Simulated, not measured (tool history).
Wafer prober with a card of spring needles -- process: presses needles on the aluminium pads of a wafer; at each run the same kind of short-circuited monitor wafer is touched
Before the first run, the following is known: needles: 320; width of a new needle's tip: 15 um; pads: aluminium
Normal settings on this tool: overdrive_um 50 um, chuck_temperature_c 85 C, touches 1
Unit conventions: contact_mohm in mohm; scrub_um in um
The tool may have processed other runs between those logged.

{"run": 1, "day": 0.0, "overdrive_um": 50, "chuck_temperature_c": 85, "touches": 1, "contact_mohm": 225, "scrub_um": 13.07}
{"day": 0.325, "done": "tips cleaned on abrasive film"}
{"run": 2, "day": 0.375, "overdrive_um": 50, "chuck_temperature_c": 85, "touches": 1, "contact_mohm": 215, "scrub_um": 12.93}
{"run": 3, "day": 0.696, "overdrive_um": 50, "chuck_temperature_c": 85, "touches": 1, "contact_mohm": 237, "scrub_um": 12.92}
{"day": 0.8, "done": "tips cleaned on abrasive film"}
{"run": 4, "day": 1.204, "overdrive_um": 50, "chuck_temperature_c": 85, "touches": 1, "contact_mohm": 238, "scrub_um": 13.06}
{"day": 1.275, "done": "tips cleaned on abrasive film"}
{"run": 5, "day": 1.625, "overdrive_um": 50, "chuck_temperature_c": 85, "touches": 1, "contact_mohm": 232, "scrub_um": 12.89}
{"day": 1.729, "done": "tips cleaned on abrasive film"}
{"day": 2.2, "done": "tips cleaned on abrasive film"}
{"run": 6, "day": 2.279, "overdrive_um": 50, "chuck_temperature_c": 85, "touches": 1, "contact_mohm": 218, "scrub_um": 13.02}
{"day": 2.654, "done": "tips cleaned on abrasive film"}
{"run": 7, "day": 2.862, "overdrive_um": 50, "chuck_temperature_c": 85, "touches": 1, "contact_mohm": 228, "scrub_um": 12.96}
{"day": 3.121, "done": "tips cleaned on abrasive film"}
{"run": 8, "day": 3.192, "overdrive_um": 50, "chuck_temperature_c": 85, "touches": 1, "contact_mohm": 220, "scrub_um": 12.92}
{"day": 3.571, "done": "tips cleaned on abrasive film"}
{"run": 9, "day": 3.758, "overdrive_um": 50, "chuck_temperature_c": 85, "touches": 1, "contact_mohm": 231, "scrub_um": 12.87}
{"day": 4.05, "done": "tips cleaned on abrasive film"}
{"run": 10, "day": 4.075, "overdrive_um": 44, "chuck_temperature_c": 85, "touches": 1, "contact_mohm": 217, "scrub_um": 11.22}
{"day": 4.517, "done": "tips cleaned on abrasive film"}
{"run": 11, "day": 4.558, "overdrive_um": 44, "chuck_temperature_c": 85, "touches": 1, "contact_mohm": 223, "scrub_um": 11.19}
{"run": 12, "day": 4.883, "overdrive_um": 44, "chuck_temperature_c": 85, "touches": 1, "contact_mohm": 251, "scrub_um": 11.06}
{"day": 5.029, "done": "tips cleaned on abrasive film"}
{"run": 13, "day": 5.354, "overdrive_um": 44, "chuck_temperature_c": 85, "touches": 1, "contact_mohm": 244, "scrub_um": 11.1}
{"day": 5.5, "done": "tips cleaned on abrasive film"}
{"day": 6.008, "done": "tips cleaned on abrasive film"}
{"run": 14, "day": 6.054, "overdrive_um": 44, "chuck_temperature_c": 85, "touches": 1, "contact_mohm": 222, "scrub_um": 11.16}
{"run": 15, "day": 6.354, "overdrive_um": 44, "chuck_temperature_c": 85, "touches": 1, "contact_mohm": 248, "scrub_um": 11.23}
{"day": 6.508, "done": "tips cleaned on abrasive film"}
{"run": 16, "day": 6.792, "overdrive_um": 50, "chuck_temperature_c": 85, "touches": 1, "contact_mohm": 233, "scrub_um": 12.76}
{"day": 6.862, "done": "height of the first contact set anew"}
{"day": 6.988, "done": "tips cleaned on abrasive film"}
{"run": 17, "day": 7.421, "overdrive_um": 50, "chuck_temperature_c": 85, "touches": 1, "contact_mohm": 243, "scrub_um": 12.64}
{"day": 7.454, "done": "tips cleaned on abrasive film"}
{"run": 18, "day": 7.838, "overdrive_um": 34, "chuck_temperature_c": 49, "touches": 1, "contact_mohm": 283, "scrub_um": 8.16}
{"day": 7.908, "done": "tips cleaned on abrasive film"}
{"day": 8.283, "done": "height of the first contact set anew, once more"}
{"day": 8.383, "done": "tips cleaned on abrasive film"}
{"run": 19, "day": 8.5, "overdrive_um": 34, "chuck_temperature_c": 49, "touches": 1, "contact_mohm": 232, "scrub_um": 9.32}
{"day": 8.875, "done": "tips cleaned on abrasive film"}
{"run": 20, "day": 9.133, "overdrive_um": 36, "chuck_temperature_c": 65, "touches": 2, "contact_mohm": 231, "scrub_um": 9.82}
{"day": 9.338, "done": "tips cleaned on abrasive film"}
{"run": 21, "day": 9.429, "overdrive_um": 40, "chuck_temperature_c": 96, "touches": 2, "contact_mohm": 229, "scrub_um": 11.01}
{"day": 9.8, "done": "tips cleaned on abrasive film"}
{"run": 22, "day": 9.933, "overdrive_um": 40, "chuck_temperature_c": 96, "touches": 2, "contact_mohm": 228, "scrub_um": 10.92}
{"day": 10.275, "done": "tips cleaned on abrasive film"}
{"run": 23, "day": 10.55, "overdrive_um": 38, "chuck_temperature_c": 85, "touches": 1, "contact_mohm": 251, "scrub_um": 10.46}
{"day": 10.725, "done": "tips cleaned on abrasive film"}
{"run": 24, "day": 10.854, "overdrive_um": 38, "chuck_temperature_c": 85, "touches": 1, "contact_mohm": 235, "scrub_um": 10.29}
{"day": 11.221, "done": "tips cleaned on abrasive film"}
{"run": 25, "day": 11.25, "overdrive_um": 38, "chuck_temperature_c": 85, "touches": 1, "contact_mohm": 225, "scrub_um": 10.3}
{"day": 11.688, "done": "tips cleaned on abrasive film"}
{"run": 26, "day": 11.733, "overdrive_um": 35, "chuck_temperature_c": 27, "touches": 1, "contact_mohm": 218, "scrub_um": 9.47}
{"day": 12.138, "done": "tips cleaned on abrasive film"}
{"run": 27, "day": 12.433, "overdrive_um": 35, "chuck_temperature_c": 27, "touches": 1, "contact_mohm": 250, "scrub_um": 9.4}
{"day": 12.617, "done": "tips cleaned on abrasive film"}
{"run": 28, "day": 12.796, "overdrive_um": 59, "chuck_temperature_c": 56, "touches": 3, "contact_mohm": 204, "scrub_um": 15.99}
{"day": 13.075, "done": "tips cleaned on abrasive film"}
{"run": 29, "day": 13.508, "overdrive_um": 36, "chuck_temperature_c": 119, "touches": 2, "contact_mohm": 256, "scrub_um": 9.78}
{"day": 13.567, "done": "tips cleaned on abrasive film"}
{"day": 14.042, "done": "tips cleaned on abrasive film"}
{"run": 30, "day": 14.05, "overdrive_um": 36, "chuck_temperature_c": 119, "touches": 2, "contact_mohm": 230, "scrub_um": 9.72}
{"day": 14.533, "done": "tips cleaned on abrasive film"}
{"run": 31, "day": 14.592, "overdrive_um": 32, "chuck_temperature_c": 119, "touches": 2, "contact_mohm": 235, "scrub_um": 8.59}
{"run": 32, "day": 14.925, "overdrive_um": 32, "chuck_temperature_c": 95, "touches": 1, "contact_mohm": 289, "scrub_um": 8.62}
{"day": 15.029, "done": "tips cleaned on abrasive film"}
{"run": 33, "day": 15.454, "overdrive_um": 48, "chuck_temperature_c": 85, "touches": 1, "contact_mohm": 240, "scrub_um": 13.14}
{"day": 15.492, "done": "tips cleaned on abrasive film"}
{"day": 15.942, "done": "tips cleaned on abrasive film"}
{"run": 34, "day": 15.942, "overdrive_um": 37, "chuck_temperature_c": 26, "touches": 1, "contact_mohm": 209, "scrub_um": 9.97}

Alternative continuations, all from the tool just after run 34; predict every row:
{"run": "A", "day": 16.262, "overdrive_um": 64, "chuck_temperature_c": 27, "touches": 2, "contact_mohm": "?", "scrub_um": "?"}
{"run": "B", "day": 16.262, "overdrive_um": 69, "chuck_temperature_c": 26, "touches": 1, "contact_mohm": "?", "scrub_um": "?"}
{"run": "C", "day": 16.262, "overdrive_um": 47, "chuck_temperature_c": 26, "touches": 1, "contact_mohm": "?", "scrub_um": "?"}

run=A contact_mohm=205 scrub_um=17.29
run=B contact_mohm=205 scrub_um=18.59
run=C contact_mohm=225 scrub_um=12.69
Stripped of hidden state, with their random variation kept, the same runs would have yielded:
run=A contact_mohm=195 scrub_um=17.54
run=B contact_mohm=191 scrub_um=18.84
run=C contact_mohm=196 scrub_um=12.93
